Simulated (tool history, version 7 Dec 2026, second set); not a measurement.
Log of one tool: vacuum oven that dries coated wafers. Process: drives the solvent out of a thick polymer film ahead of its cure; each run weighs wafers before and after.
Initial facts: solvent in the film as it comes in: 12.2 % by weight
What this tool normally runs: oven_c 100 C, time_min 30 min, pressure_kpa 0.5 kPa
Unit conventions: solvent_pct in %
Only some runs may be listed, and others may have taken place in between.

{"run": 1, "hour": 0.0, "oven_c": 100, "time_min": 30, "pressure_kpa": 0.5, "solvent_pct": 2.03}
{"run": 2, "hour": 10.1, "oven_c": 100, "time_min": 30, "pressure_kpa": 0.5, "solvent_pct": 2.02}
{"run": 3, "hour": 16.8, "oven_c": 100, "time_min": 30, "pressure_kpa": 0.5, "solvent_pct": 2.04}
{"run": 4, "hour": 26.7, "oven_c": 100, "time_min": 37, "pressure_kpa": 0.5, "solvent_pct": 1.43}
{"run": 5, "hour": 39.1, "oven_c": 100, "time_min": 37, "pressure_kpa": 0.5, "solvent_pct": 1.37}
{"run": 6, "hour": 51.4, "oven_c": 100, "time_min": 37, "pressure_kpa": 0.5, "solvent_pct": 1.41}
{"run": 7, "hour": 61.6, "oven_c": 100, "time_min": 53, "pressure_kpa": 0.5, "solvent_pct": 0.64}
{"run": 8, "hour": 76.2, "oven_c": 100, "time_min": 53, "pressure_kpa": 0.925, "solvent_pct": 0.86}
{"run": 9, "hour": 87.3, "oven_c": 100, "time_min": 30, "pressure_kpa": 1.139, "solvent_pct": 2.22}
{"run": 10, "hour": 99.7, "oven_c": 100, "time_min": 30, "pressure_kpa": 1.139, "solvent_pct": 2.22}
{"run": 11, "hour": 115.2, "oven_c": 100, "time_min": 30, "pressure_kpa": 0.5, "solvent_pct": 2.07}
{"run": 12, "hour": 125.7, "oven_c": 100, "time_min": 30, "pressure_kpa": 0.5, "solvent_pct": 2.01}
{"run": 13, "hour": 132.6, "oven_c": 100, "time_min": 30, "pressure_kpa": 0.5, "solvent_pct": 2.1}
{"run": 14, "hour": 140.0, "oven_c": 100, "time_min": 30, "pressure_kpa": 0.5, "solvent_pct": 1.98}
{"hour": 143.5, "done": "oven's thermocouples calibrated"}
{"run": 15, "hour": 150.8, "oven_c": 100, "time_min": 30, "pressure_kpa": 0.5, "solvent_pct": 2.08}
{"run": 16, "hour": 158.4, "oven_c": 111, "time_min": 30, "pressure_kpa": 0.5, "solvent_pct": 0.73}
{"run": 17, "hour": 170.9, "oven_c": 111, "time_min": 30, "pressure_kpa": 1.237, "solvent_pct": 0.98}
{"hour": 174.7, "done": "oven's thermocouples calibrated, once more"}
{"run": 18, "hour": 188.3, "oven_c": 100, "time_min": 30, "pressure_kpa": 0.5, "solvent_pct": 1.93}
{"run": 19, "hour": 200.4, "oven_c": 100, "time_min": 30, "pressure_kpa": 0.5, "solvent_pct": 1.94}
{"run": 20, "hour": 214.6, "oven_c": 100, "time_min": 51, "pressure_kpa": 0.5, "solvent_pct": 0.73}
{"run": 21, "hour": 223.8, "oven_c": 100, "time_min": 51, "pressure_kpa": 0.5, "solvent_pct": 0.66}
{"run": 22, "hour": 236.5, "oven_c": 100, "time_min": 30, "pressure_kpa": 0.445, "solvent_pct": 1.91}
{"run": 23, "hour": 247.4, "oven_c": 100, "time_min": 30, "pressure_kpa": 0.445, "solvent_pct": 1.89}
{"run": 24, "hour": 258.5, "oven_c": 100, "time_min": 30, "pressure_kpa": 0.445, "solvent_pct": 1.94}
{"run": 25, "hour": 271.5, "oven_c": 100, "time_min": 30, "pressure_kpa": 0.445, "solvent_pct": 1.9}
{"run": 26, "hour": 281.2, "oven_c": 100, "time_min": 30, "pressure_kpa": 0.445, "solvent_pct": 1.94}
{"run": 27, "hour": 289.0, "oven_c": 85, "time_min": 50, "pressure_kpa": 0.72, "solvent_pct": 2.79}
{"run": 28, "hour": 302.1, "oven_c": 86, "time_min": 30, "pressure_kpa": 0.5, "solvent_pct": 4.23}
{"run": 29, "hour": 309.2, "oven_c": 86, "time_min": 30, "pressure_kpa": 0.5, "solvent_pct": 4.3}
{"run": 30, "hour": 322.7, "oven_c": 110, "time_min": 38, "pressure_kpa": 0.5, "solvent_pct": 0.46}
{"run": 31, "hour": 336.8, "oven_c": 102, "time_min": 25, "pressure_kpa": 0.328, "solvent_pct": 2.24}
{"run": 32, "hour": 345.3, "oven_c": 91, "time_min": 18, "pressure_kpa": 1.177, "solvent_pct": 5.37}
{"run": 33, "hour": 355.7, "oven_c": 92, "time_min": 30, "pressure_kpa": 1.787, "solvent_pct": 3.57}
{"run": 34, "hour": 369.1, "oven_c": 92, "time_min": 30, "pressure_kpa": 1.787, "solvent_pct": 3.55}
{"run": 35, "hour": 382.0, "oven_c": 88, "time_min": 42, "pressure_kpa": 0.507, "solvent_pct": 2.7}
{"run": 36, "hour": 397.8, "oven_c": 88, "time_min": 42, "pressure_kpa": 0.507, "solvent_pct": 2.74}
{"run": 37, "hour": 410.4, "oven_c": 88, "time_min": 42, "pressure_kpa": 0.507, "solvent_pct": 2.75}
{"run": 38, "hour": 422.0, "oven_c": 85, "time_min": 23, "pressure_kpa": 1.26, "solvent_pct": 5.69}
{"run": 39, "hour": 438.1, "oven_c": 85, "time_min": 23, "pressure_kpa": 1.26, "solvent_pct": 5.51}
{"run": 40, "hour": 449.1, "oven_c": 85, "time_min": 23, "pressure_kpa": 1.26, "solvent_pct": 5.6}
{"run": 41, "hour": 457.8, "oven_c": 106, "time_min": 19, "pressure_kpa": 0.5, "solvent_pct": 2.57}
{"run": 42, "hour": 471.3, "oven_c": 95, "time_min": 20, "pressure_kpa": 0.5, "solvent_pct": 4.1}
{"run": 43, "hour": 482.3, "oven_c": 87, "time_min": 40, "pressure_kpa": 0.5, "solvent_pct": 3.1}
{"run": 44, "hour": 490.2, "oven_c": 106, "time_min": 26, "pressure_kpa": 0.5, "solvent_pct": 1.69}
{"run": 45, "hour": 501.3, "oven_c": 106, "time_min": 26, "pressure_kpa": 0.5, "solvent_pct": 1.65}
{"run": 46, "hour": 515.1, "oven_c": 106, "time_min": 26, "pressure_kpa": 0.5, "solvent_pct": 1.6}
{"run": 47, "hour": 531.1, "oven_c": 105, "time_min": 30, "pressure_kpa": 1.932, "solvent_pct": 1.66}

Consider 4 possible next runs. They are alternatives, not a sequence: every one starts from the tool as it was left by run 47. What does each give?
{"run": "A", "hour": 542.4, "oven_c": 101, "time_min": 27, "pressure_kpa": 1.932, "solvent_pct": "?"}
{"run": "B", "hour": 542.4, "oven_c": 105, "time_min": 40, "pressure_kpa": 1.932, "solvent_pct": "?"}
{"run": "C", "hour": 542.4, "oven_c": 106, "time_min": 25, "pressure_kpa": 0.352, "solvent_pct": "?"}
{"run": "D", "hour": 542.4, "oven_c": 105, "time_min": 30, "pressure_kpa": 0.678, "solvent_pct": "?"}

run=A solvent_pct=2.54
run=B solvent_pct=1.14
run=C solvent_pct=1.73
run=D solvent_pct=1.39
Without the tool's unlogged condition, the same runs would have read:
run=A solvent_pct=2.6
run=B solvent_pct=1.17
run=C solvent_pct=1.78
run=D solvent_pct=1.43

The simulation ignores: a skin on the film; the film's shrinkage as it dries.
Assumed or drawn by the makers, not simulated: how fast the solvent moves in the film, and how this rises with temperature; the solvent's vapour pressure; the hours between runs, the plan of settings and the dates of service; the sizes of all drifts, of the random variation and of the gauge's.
